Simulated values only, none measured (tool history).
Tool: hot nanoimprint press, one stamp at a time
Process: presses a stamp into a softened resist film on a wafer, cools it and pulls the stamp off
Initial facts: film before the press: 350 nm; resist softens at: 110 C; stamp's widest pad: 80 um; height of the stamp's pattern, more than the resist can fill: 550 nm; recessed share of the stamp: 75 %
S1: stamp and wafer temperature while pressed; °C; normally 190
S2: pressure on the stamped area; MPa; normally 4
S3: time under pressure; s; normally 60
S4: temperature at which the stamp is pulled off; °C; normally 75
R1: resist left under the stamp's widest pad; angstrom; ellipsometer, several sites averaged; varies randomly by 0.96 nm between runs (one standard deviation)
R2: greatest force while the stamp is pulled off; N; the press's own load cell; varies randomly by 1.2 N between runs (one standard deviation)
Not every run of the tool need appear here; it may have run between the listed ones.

{"run": 1, "hour": 0.0, "S1": 190, "S2": 4, "S3": 60, "S4": 75, "R1": 1950, "R2": 164}
{"run": 2, "hour": 44.4, "S1": 180, "S2": 4, "S3": 60, "S4": 75, "R1": 2689, "R2": 162}
{"hour": 97.9, "done": "stamp cleaned and given a new release coat"}
{"run": 3, "hour": 121.3, "S1": 180, "S2": 4, "S3": 60, "S4": 75, "R1": 2705, "R2": 161}
{"run": 4, "hour": 173.2, "S1": 197, "S2": 4, "S3": 60, "S4": 75, "R1": 1460, "R2": 162}
{"run": 5, "hour": 219.4, "S1": 190, "S2": 4, "S3": 60, "S4": 71, "R1": 1950, "R2": 179}
{"hour": 249.8, "done": "stamp cleaned and given a new release coat"}
{"run": 6, "hour": 271.7, "S1": 190, "S2": 4, "S3": 60, "S4": 75, "R1": 1965, "R2": 162}
{"run": 7, "hour": 306.0, "S1": 190, "S2": 4, "S3": 67, "S4": 75, "R1": 1887, "R2": 164}
{"run": 8, "hour": 346.3, "S1": 190, "S2": 4, "S3": 60, "S4": 75, "R1": 1953, "R2": 164}
{"run": 9, "hour": 378.8, "S1": 190, "S2": 4, "S3": 60, "S4": 75, "R1": 1965, "R2": 162}
{"hour": 400.3, "done": "stamp cleaned and given a new release coat"}
{"run": 10, "hour": 436.6, "S1": 190, "S2": 4, "S3": 82, "S4": 75, "R1": 1760, "R2": 165}
{"run": 11, "hour": 501.5, "S1": 190, "S2": 4, "S3": 82, "S4": 75, "R1": 1744, "R2": 164}
{"hour": 553.4, "done": "stamp cleaned and given a new release coat"}
{"run": 12, "hour": 566.0, "S1": 190, "S2": 4, "S3": 82, "S4": 75, "R1": 1744, "R2": 162}
{"run": 13, "hour": 599.5, "S1": 190, "S2": 4, "S3": 82, "S4": 75, "R1": 1750, "R2": 163}
{"hour": 629.4, "done": "plate thermocouple calibrated"}
{"run": 14, "hour": 645.6, "S1": 190, "S2": 3.28, "S3": 60, "S4": 75, "R1": 2060, "R2": 162}
{"run": 15, "hour": 687.3, "S1": 187, "S2": 3.41, "S3": 60, "S4": 75, "R1": 2263, "R2": 161}
{"hour": 705.1, "done": "stamp cleaned and given a new release coat"}
{"run": 16, "hour": 757.3, "S1": 202, "S2": 4, "S3": 60, "S4": 75, "R1": 1179, "R2": 162}
{"run": 17, "hour": 813.0, "S1": 202, "S2": 4, "S3": 60, "S4": 75, "R1": 1170, "R2": 164}
{"hour": 857.9, "done": "stamp cleaned and given a new release coat"}
{"run": 18, "hour": 891.7, "S1": 202, "S2": 4, "S3": 66, "S4": 61, "R1": 1118, "R2": 225}
{"run": 19, "hour": 947.0, "S1": 202, "S2": 4, "S3": 66, "S4": 61, "R1": 1120, "R2": 221}
{"run": 20, "hour": 983.9, "S1": 202, "S2": 4, "S3": 66, "S4": 61, "R1": 1118, "R2": 223}
{"hour": 1012.6, "done": "stamp cleaned and given a new release coat"}
{"run": 21, "hour": 1052.6, "S1": 202, "S2": 4, "S3": 66, "S4": 61, "R1": 1134, "R2": 225}
{"run": 22, "hour": 1117.5, "S1": 202, "S2": 4, "S3": 66, "S4": 61, "R1": 1139, "R2": 223}
{"hour": 1141.6, "done": "press's hydraulic seals changed and the load cell set to zero"}
{"hour": 1173.6, "done": "stamp cleaned and given a new release coat"}
{"run": 23, "hour": 1174.1, "S1": 190, "S2": 4.28, "S3": 49, "S4": 75, "R1": 2053, "R2": 163}
{"run": 24, "hour": 1212.6, "S1": 190, "S2": 4.28, "S3": 49, "S4": 75, "R1": 2046, "R2": 162}
{"run": 25, "hour": 1276.7, "S1": 190, "S2": 4, "S3": 64, "S4": 77, "R1": 1908, "R2": 154}
{"hour": 1325.3, "done": "stamp cleaned and given a new release coat"}
{"run": 26, "hour": 1334.6, "S1": 190, "S2": 4, "S3": 64, "S4": 77, "R1": 1908, "R2": 154}
{"run": 27, "hour": 1373.6, "S1": 183, "S2": 2.67, "S3": 113, "S4": 77, "R1": 2374, "R2": 155}

4 ways to go on from here, each from the tool as it stands after run 27. What would each give?
{"hour": 1434.9, "done": "plate thermocouple calibrated"}
{"run": "A", "hour": 1441.8, "S1": 183, "S2": 5.89, "S3": 113, "S4": 77, "R1": "?", "R2": "?"}
{"hour": 1434.9, "done": "plate thermocouple calibrated"}
{"run": "B", "hour": 1441.8, "S1": 192, "S2": 2.67, "S3": 113, "S4": 77, "R1": "?", "R2": "?"}
{"hour": 1434.9, "done": "plate thermocouple calibrated"}
{"run": "C", "hour": 1441.8, "S1": 190, "S2": 4, "S3": 69, "S4": 75, "R1": "?", "R2": "?"}
{"hour": 1434.9, "done": "plate thermocouple calibrated"}
{"run": "D", "hour": 1441.8, "S1": 190, "S2": 2.91, "S3": 40, "S4": 65, "R1": "?", "R2": "?"}

run=A R1=1836 R2=152
run=B R1=1678 R2=152
run=C R1=1856 R2=162
run=D R1=2434 R2=208
With the hidden condition removed and each run's random variation left untouched, the same runs would have given:
run=A R1=1836 R2=152
run=B R1=1679 R2=151
run=C R1=1856 R2=162
run=D R1=2435 R2=208

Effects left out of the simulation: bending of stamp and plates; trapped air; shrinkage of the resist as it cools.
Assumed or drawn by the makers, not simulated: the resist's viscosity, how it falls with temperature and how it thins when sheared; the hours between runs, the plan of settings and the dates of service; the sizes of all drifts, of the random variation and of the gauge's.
